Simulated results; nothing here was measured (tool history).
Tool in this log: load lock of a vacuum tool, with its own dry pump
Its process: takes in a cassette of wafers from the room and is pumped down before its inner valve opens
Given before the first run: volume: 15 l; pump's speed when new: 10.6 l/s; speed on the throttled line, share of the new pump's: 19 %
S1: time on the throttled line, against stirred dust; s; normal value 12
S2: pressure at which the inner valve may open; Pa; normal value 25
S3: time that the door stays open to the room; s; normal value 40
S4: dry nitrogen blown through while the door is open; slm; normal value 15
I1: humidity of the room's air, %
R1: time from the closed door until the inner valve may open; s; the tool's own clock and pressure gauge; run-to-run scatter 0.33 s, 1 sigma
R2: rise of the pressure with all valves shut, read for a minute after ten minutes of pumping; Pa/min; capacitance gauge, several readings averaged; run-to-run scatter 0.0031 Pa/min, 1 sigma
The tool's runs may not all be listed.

run,hour,S1,S2,S3,S4,I1,R1,R2
1,0,12,25,40,15,43.4,22.7,0.22
2,168.7,12,25,40,15,43.4,22.4,0.227
3,464,7,25,40,15,44.1,18.4,0.239
4,798.2,12,25,40,5,44,22.3,0.279
5,1086.6,12,25,40,5,41,22.9,0.282
6,1486.2,12,25,40,5,43.9,22.3,0.301
7,1869.8,12,25,40,5,44.6,23.1,0.317
8,2188.6,12,25,40,15,47,22.9,0.319
9,2570.4,12,25,40,15,45.8,22.6,0.343
10,2912.1,12,25,40,15,45.4,22.8,0.352
11,3080.4,12,25,40,15,41.6,23.2,0.359
12,3426.7,12,25,37,15,43.9,22.7,0.386
13,3791.3,12,25,37,15,45.5,23.2,0.404
14,4198.8,11,25,40,15,43.9,21.9,0.431
15,4593.3,11,25,40,15,43.7,22.7,0.445
16,4963.1,11,25,40,15,45.4,22.9,0.473
17,5295.2,12,25,40,7,43.2,23.6,0.505
18,5556,12,25,40,15,47.7,23.7,0.504
19,5821.2,12,25,40,15,43.3,23.5,0.514
20,6081.1,10,28,26,5,46.7,22.4,0.551
21,6488.4,10,28,26,5,50,22,0.578
22,6869.6,10,28,26,5,43.2,22.1,0.598
23,7153.6,10,28,26,5,42.5,22.8,0.624
24,7509.8,10,28,26,5,48.9,22.4,0.642
25,7745.9,10,28,26,5,44.7,22.3,0.671
26,7991.3,10,28,26,5,47.2,22.2,0.682
27,8247.8,10,28,26,5,42.4,22.3,0.704
28,8553,10,28,26,5,45.1,22,0.721
29,8729.9,9,43,86,17,47.8,20.5,0.747
30,9139,12,33,159,15,44.7,23.7,0.807
# hour 9221.4: door's seal changed, seat wiped
31,9348.2,11,38,27,9,45.4,22.7,0.063
32,9665.6,12,48,40,11,44.7,23.3,0.079
33,9998.6,12,48,40,11,43.7,23.8,0.079
34,10175.4,6,22,40,14,44.5,20.4,0.082
35,10450.3,6,22,40,14,46.7,21,0.091
36,10687.4,6,22,40,14,48.1,21.2,0.095
37,11015.6,11,32,206,6,45.6,23.7,0.203
# hour 11152.2: dry pump taken out, an overhauled one fitted
38,11413.6,12,25,52,15,46.1,21.8,0.111

Consider 3 possible next runs. They are alternatives, not a sequence: every one starts from the tool as it was left by run 38. What does each give?
A,11655.7,12,34,43,13,42.3,?,?
B,11655.7,10,25,52,42,46.6,?,?
C,11655.7,12,25,52,27,46.2,?,?

run,R1,R2
A,21,0.116
B,20.3,0.099
C,21,0.11
Without the tool's hidden state the same runs would have given:
run,R1,R2
A,20.8,0.062
B,20.1,0.046
C,20.9,0.056
